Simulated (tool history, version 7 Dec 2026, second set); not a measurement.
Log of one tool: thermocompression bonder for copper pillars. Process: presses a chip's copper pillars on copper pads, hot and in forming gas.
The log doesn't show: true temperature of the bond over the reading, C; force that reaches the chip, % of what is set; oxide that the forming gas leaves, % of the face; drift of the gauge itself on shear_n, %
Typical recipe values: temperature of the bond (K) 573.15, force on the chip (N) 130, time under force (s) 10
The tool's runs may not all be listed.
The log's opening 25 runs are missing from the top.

run   hour  temperature of the bond (K)  force on the chip (N)  time under force (s)  hours of work since the heater was calibrated  hours of work since the force cell was calibrated  hours of work since the gas filter was changed  force that shears a chip off (N)
 26  620.5                       577.15                    130                     7                                            377                                                519                                             177                              43.8
 27  644.9                       577.15                    130                     7                                            393                                                534                                             192                              43.6
 28  678.4                       573.15                    116                    10                                            415                                                556                                             214                              43.1
 29  696.1                       600.15                     83                    13                                            426                                                568                                             226                              46.2
 30  731.3                       590.15                     94                    10                                            449                                                591                                             249                              40.7
 31  746.8                       595.15                     94                    18                                            459                                                601                                             259                              54.6
 32  768.1                       580.15                    121                    12                                            473                                                614                                             272                              50.1
 33  798.2                       567.15                    100                    10                                            493                                                634                                             292                              32.4

Run 34 has not been measured yet. What should we expect?
     814.1  -- forming gas filter changed
 34  828.3                       548.15                    130                     8                                            512                                                653                                               9                                 ?

Logged for run 34: force that shears a chip off (N) 33.6.
Take away the tool's hidden state, keep the run-to-run variation as it was, and the same run would have given force that shears a chip off (N) 40.7.
